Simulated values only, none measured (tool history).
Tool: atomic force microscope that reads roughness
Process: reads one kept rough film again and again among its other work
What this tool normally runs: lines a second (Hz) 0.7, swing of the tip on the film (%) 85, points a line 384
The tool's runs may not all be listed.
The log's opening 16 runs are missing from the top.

run,hour,lines a second (Hz),swing of the tip on the film (%),points a line,pictures with this tip,hours of work since the height scale was calibrated,roughness of the kept film (nm (root mean square))
17,977.7,0.7,85,384,107,114,1.278
18,1044.7,0.7,85,384,168,142,1.228
# hour 1107.5: new tip fitted
19,1120.5,0.7,85,384,11,175,1.326
20,1179.7,1.004,78,385,65,200,1.288
21,1239.3,0.817,70,479,120,226,1.282
22,1285.1,2.53,73,384,161,246,1.189
# hour 1356.7: new tip fitted
23,1362.7,0.906,61,395,6,279,1.366
24,1403.8,0.906,61,395,43,297,1.345
25,1464.7,0.906,61,395,98,323,1.295
26,1542.6,0.906,72,395,169,357,1.247
27,1583.6,0.906,72,395,207,374,1.221
# hour 1605: new tip fitted
28,1630.2,2.49,76,389,23,394,1.281
29,1677.9,1.53,76,422,66,415,1.279
30,1726.8,1.127,56,384,111,436,1.292
31,1768.1,1.127,62,673,148,454,1.273
32,1817.3,1.127,62,673,193,475,1.254
# hour 1853: new tip fitted
33,1881.7,2.609,82,673,26,502,1.231

Estimate the outcome of run 34 from the log above:
34,1940.3,2.609,82,673,80,528,?

roughness of the kept film (nm (root mean square)): 1.213
With no hidden state in the tool, this same run would have given roughness of the kept film (nm (root mean square)) 1.275.
